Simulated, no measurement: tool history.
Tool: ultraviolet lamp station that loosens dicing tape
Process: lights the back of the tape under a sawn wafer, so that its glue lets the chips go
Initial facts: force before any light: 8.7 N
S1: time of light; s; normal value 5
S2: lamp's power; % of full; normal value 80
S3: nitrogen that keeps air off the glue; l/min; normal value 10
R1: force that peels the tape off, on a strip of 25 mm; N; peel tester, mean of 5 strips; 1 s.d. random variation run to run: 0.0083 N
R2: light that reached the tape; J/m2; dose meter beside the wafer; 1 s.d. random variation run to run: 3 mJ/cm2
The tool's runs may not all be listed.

run,hour,S1,S2,S3,R1,R2
1,0,5,80,10,0.456,4030
2,11.5,5,80,10,0.425,4080
3,33.9,5,80,10,0.452,3970
4,46.5,5,80,10,0.444,3940
5,64.7,5,80,10,0.464,3980
6,79.7,5,80,10,0.462,3960
7,100.4,5,80,10,0.471,3900
8,117.1,5,80,10,0.479,3910
9,130.3,5,80,10,0.474,3890
10,139.8,5,72,9,0.644,3470
11,153,9,72,13,0.175,6270
12,175,5,68,4,1.03,3280
13,188.2,7,77,8,0.283,5130
14,198.8,7,77,8,0.282,5140
15,212.2,5,93,10,0.351,4370
16,225.5,3,80,10,1.433,2220

What if the next run were any one of these 5? Each begins from the tool's condition after run 16:
A,244.4,2,60,10,?,?
B,244.4,3,65,3,?,?
C,244.4,9,80,18,?,?
D,244.4,5,68,10,?,?
E,244.4,3,68,4,?,?

run,R1,R2
A,3.503,1120
B,2.72,1830
C,0.162,6790
D,0.742,3160
E,2.456,1900
Without the tool's unlogged condition, the same runs would have read:
run,R1,R2
A,2.889,1360
B,2.144,2230
C,0.148,8260
D,0.478,3840
E,1.887,2320
